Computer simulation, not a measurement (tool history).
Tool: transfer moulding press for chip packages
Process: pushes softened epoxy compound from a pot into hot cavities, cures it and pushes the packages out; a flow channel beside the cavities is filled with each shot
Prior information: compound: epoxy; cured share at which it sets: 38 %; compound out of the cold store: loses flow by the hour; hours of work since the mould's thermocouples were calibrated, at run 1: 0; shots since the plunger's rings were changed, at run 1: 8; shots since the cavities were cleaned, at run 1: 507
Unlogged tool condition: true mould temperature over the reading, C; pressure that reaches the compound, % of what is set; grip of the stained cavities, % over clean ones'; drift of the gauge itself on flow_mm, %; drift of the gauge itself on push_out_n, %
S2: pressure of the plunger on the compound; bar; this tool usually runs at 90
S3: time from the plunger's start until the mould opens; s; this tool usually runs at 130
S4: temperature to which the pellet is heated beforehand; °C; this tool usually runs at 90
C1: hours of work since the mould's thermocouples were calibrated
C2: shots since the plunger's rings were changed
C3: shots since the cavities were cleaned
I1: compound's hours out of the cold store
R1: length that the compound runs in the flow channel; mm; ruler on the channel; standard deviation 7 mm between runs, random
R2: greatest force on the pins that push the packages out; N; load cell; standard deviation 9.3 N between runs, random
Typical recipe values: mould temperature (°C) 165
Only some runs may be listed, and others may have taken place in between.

{"run": 1, "hour": 0.0, "mould temperature (°C)": 165, "S2": 90, "S3": 130, "S4": 90, "C1": 0, "C2": 8, "C3": 507, "I1": 42.8, "R1": 806, "R2": 696}
{"hour": 15.8, "done": "cavities cleaned with cleaning compound and waxed"}
{"run": 2, "hour": 23.6, "mould temperature (°C)": 165, "S2": 90, "S3": 130, "S4": 90, "C1": 18, "C2": 272, "C3": 94, "I1": 39.8, "R1": 816, "R2": 893}
{"run": 3, "hour": 37.1, "mould temperature (°C)": 165, "S2": 108.7, "S3": 130, "S4": 90, "C1": 28, "C2": 433, "C3": 255, "I1": 23.5, "R1": 980, "R2": 841}
{"run": 4, "hour": 54.2, "mould temperature (°C)": 165, "S2": 97.6, "S3": 130, "S4": 90, "C1": 41, "C2": 637, "C3": 459, "I1": 8.3, "R1": 945, "R2": 828}
{"hour": 73.1, "done": "cavities cleaned with cleaning compound and waxed"}
{"run": 5, "hour": 73.1, "mould temperature (°C)": 165, "S2": 97.6, "S3": 130, "S4": 90, "C1": 55, "C2": 845, "C3": 0, "I1": 42.7, "R1": 832, "R2": 417}
{"run": 6, "hour": 101.6, "mould temperature (°C)": 165, "S2": 97.6, "S3": 130, "S4": 90, "C1": 77, "C2": 1186, "C3": 341, "I1": 16.7, "R1": 922, "R2": 655}
{"run": 7, "hour": 123.2, "mould temperature (°C)": 165, "S2": 90, "S3": 130, "S4": 89, "C1": 93, "C2": 1444, "C3": 599, "I1": 16.7, "R1": 892, "R2": 751}
{"hour": 132.2, "done": "cavities cleaned with cleaning compound and waxed"}
{"hour": 136.2, "done": "cavities cleaned with cleaning compound and waxed, once more"}
{"run": 8, "hour": 151.7, "mould temperature (°C)": 165, "S2": 90, "S3": 130, "S4": 90, "C1": 113, "C2": 1749, "C3": 185, "I1": 27.8, "R1": 832, "R2": 579}
{"run": 9, "hour": 173.5, "mould temperature (°C)": 165, "S2": 72.2, "S3": 130, "S4": 90, "C1": 130, "C2": 2009, "C3": 445, "I1": 42.1, "R1": 701, "R2": 664}
{"hour": 194.3, "done": "cavities cleaned with cleaning compound and waxed"}
{"run": 10, "hour": 205.2, "mould temperature (°C)": 165, "S2": 90, "S3": 130, "S4": 95, "C1": 153, "C2": 2370, "C3": 131, "I1": 41.6, "R1": 788, "R2": 535}
{"run": 11, "hour": 221.2, "mould temperature (°C)": 165, "S2": 90, "S3": 130, "S4": 92, "C1": 165, "C2": 2561, "C3": 322, "I1": 19.8, "R1": 861, "R2": 662}
{"run": 12, "hour": 239.5, "mould temperature (°C)": 165, "S2": 90, "S3": 130, "S4": 92, "C1": 179, "C2": 2780, "C3": 541, "I1": 41.2, "R1": 768, "R2": 695}
{"hour": 252.8, "done": "cavities cleaned with cleaning compound and waxed"}
{"run": 13, "hour": 268.9, "mould temperature (°C)": 165, "S2": 90, "S3": 130, "S4": 90, "C1": 201, "C2": 3113, "C3": 192, "I1": 16.5, "R1": 864, "R2": 599}
{"run": 14, "hour": 294.3, "mould temperature (°C)": 165, "S2": 90, "S3": 130, "S4": 81, "C1": 220, "C2": 3417, "C3": 496, "I1": 32.3, "R1": 787, "R2": 695}
{"hour": 310.6, "done": "cavities cleaned with cleaning compound and waxed"}
{"run": 15, "hour": 314.8, "mould temperature (°C)": 165, "S2": 90, "S3": 130, "S4": 81, "C1": 235, "C2": 3643, "C3": 49, "I1": 37.6, "R1": 775, "R2": 472}
{"run": 16, "hour": 340.5, "mould temperature (°C)": 165, "S2": 90, "S3": 130, "S4": 81, "C1": 255, "C2": 3951, "C3": 357, "I1": 20.2, "R1": 827, "R2": 670}
{"run": 17, "hour": 355.6, "mould temperature (°C)": 165, "S2": 90, "S3": 130, "S4": 81, "C1": 266, "C2": 4131, "C3": 537, "I1": 36.2, "R1": 795, "R2": 687}
{"hour": 369.1, "done": "cavities cleaned with cleaning compound and waxed"}
{"run": 18, "hour": 374.9, "mould temperature (°C)": 165, "S2": 83.7, "S3": 130, "S4": 81, "C1": 280, "C2": 4344, "C3": 69, "I1": 27.8, "R1": 780, "R2": 496}
{"run": 19, "hour": 397.0, "mould temperature (°C)": 169, "S2": 75.9, "S3": 131, "S4": 100, "C1": 297, "C2": 4609, "C3": 334, "I1": 40, "R1": 680, "R2": 596}
{"run": 20, "hour": 410.3, "mould temperature (°C)": 165, "S2": 95.2, "S3": 130, "S4": 90, "C1": 307, "C2": 4767, "C3": 492, "I1": 31, "R1": 816, "R2": 686}
{"hour": 427.3, "done": "cavities cleaned with cleaning compound and waxed"}
{"run": 21, "hour": 442.8, "mould temperature (°C)": 169, "S2": 90, "S3": 154, "S4": 86, "C1": 331, "C2": 5137, "C3": 184, "I1": 37, "R1": 766, "R2": 490}
{"run": 22, "hour": 468.0, "mould temperature (°C)": 169, "S2": 90, "S3": 154, "S4": 86, "C1": 351, "C2": 5439, "C3": 486, "I1": 37.2, "R1": 735, "R2": 646}
{"hour": 485.0, "done": "cavities cleaned with cleaning compound and waxed"}
{"run": 23, "hour": 495.0, "mould temperature (°C)": 169, "S2": 90, "S3": 154, "S4": 86, "C1": 370, "C2": 5744, "C3": 121, "I1": 16.7, "R1": 797, "R2": 463}
{"run": 24, "hour": 511.9, "mould temperature (°C)": 169, "S2": 90, "S3": 154, "S4": 86, "C1": 383, "C2": 5945, "C3": 322, "I1": 25, "R1": 782, "R2": 559}
{"run": 25, "hour": 534.2, "mould temperature (°C)": 169, "S2": 90, "S3": 154, "S4": 92, "C1": 401, "C2": 6212, "C3": 589, "I1": 31.8, "R1": 752, "R2": 615}
{"hour": 542.5, "done": "cavities cleaned with cleaning compound and waxed"}
{"run": 26, "hour": 560.4, "mould temperature (°C)": 165, "S2": 79.3, "S3": 154, "S4": 95, "C1": 420, "C2": 6507, "C3": 214, "I1": 14.5, "R1": 761, "R2": 512}

Entry by entry between the runs, the difference in hidden state between the last listed run before and the first listed run after:
Runs 1 to 2: cavities cleaned with cleaning compound and waxed (hour 15.8)
  true mould temperature over the reading, C: 0.07 -> 0.09; pressure that reaches the compound, % of what is set: 99.74 -> 98.99; grip of the stained cavities, % over clean ones': 65.3 -> 106.6
  measured value less the no-hidden-state value, R1: -1 -> -5 mm; R2: +274 -> +460 N
Runs 4 to 5: cavities cleaned with cleaning compound and waxed (hour 73.1)
  true mould temperature over the reading, C: 0.12 -> 0.13; pressure that reaches the compound, % of what is set: 97.95 -> 97.31; grip of the stained cavities, % over clean ones': 90.5 -> 0.1
  measured value less the no-hidden-state value, R1: -11 -> -12 mm; R2: +392 -> -1 N
Runs 7 to 8: cavities cleaned with cleaning compound and waxed (hour 132.2); cavities cleaned with cleaning compound and waxed, once more (hour 136.2)
  true mould temperature over the reading, C: 0.17 -> 0.2; pressure that reaches the compound, % of what is set: 95.36 -> 94.43; grip of the stained cavities, % over clean ones': 69.4 -> 35.5
  measured value less the no-hidden-state value, R1: -22 -> -25 mm; R2: +305 -> +149 N
Runs 9 to 10: cavities cleaned with cleaning compound and waxed (hour 194.3)
  true mould temperature over the reading, C: 0.22 -> 0.25; pressure that reaches the compound, % of what is set: 93.64 -> 92.63; grip of the stained cavities, % over clean ones': 62.1 -> 29
  measured value less the no-hidden-state value, R1: -24 -> -32 mm; R2: +252 -> +117 N
Runs 12 to 13: cavities cleaned with cleaning compound and waxed (hour 252.8)
  true mould temperature over the reading, C: 0.28 -> 0.3; pressure that reaches the compound, % of what is set: 91.38 -> 90.36; grip of the stained cavities, % over clean ones': 68 -> 37.7
  measured value less the no-hidden-state value, R1: -36 -> -46 mm; R2: +279 -> +159 N
Runs 14 to 15: cavities cleaned with cleaning compound and waxed (hour 310.6)
  true mould temperature over the reading, C: 0.32 -> 0.34; pressure that reaches the compound, % of what is set: 89.48 -> 88.84; grip of the stained cavities, % over clean ones': 64.5 -> 10.5
  measured value less the no-hidden-state value, R1: -47 -> -49 mm; R2: +268 -> +39 N
Runs 17 to 18: cavities cleaned with cleaning compound and waxed (hour 369.1)
  true mould temperature over the reading, C: 0.37 -> 0.39; pressure that reaches the compound, % of what is set: 87.34 -> 86.64; grip of the stained cavities, % over clean ones': 65.7 -> 17.9
  measured value less the no-hidden-state value, R1: -57 -> -59 mm; R2: +266 -> +69 N
Runs 20 to 21: cavities cleaned with cleaning compound and waxed (hour 427.3)
  true mould temperature over the reading, C: 0.42 -> 0.45; pressure that reaches the compound, % of what is set: 85.45 -> 84.29; grip of the stained cavities, % over clean ones': 66.3 -> 36.7
  measured value less the no-hidden-state value, R1: -68 -> -69 mm; R2: +268 -> +131 N
Runs 22 to 23: cavities cleaned with cleaning compound and waxed (hour 485)
  true mould temperature over the reading, C: 0.47 -> 0.49; pressure that reaches the compound, % of what is set: 83.43 -> 82.51; grip of the stained cavities, % over clean ones': 64.9 -> 26.3
  measured value less the no-hidden-state value, R1: -71 -> -82 mm; R2: +253 -> +95 N
Runs 25 to 26: cavities cleaned with cleaning compound and waxed (hour 542.5)
  true mould temperature over the reading, C: 0.53 -> 0.55; pressure that reaches the compound, % of what is set: 81.1 -> 80.17; grip of the stained cavities, % over clean ones': 70.1 -> 39.3
  measured value less the no-hidden-state value, R1: -85 -> -91 mm; R2: +254 -> +142 N
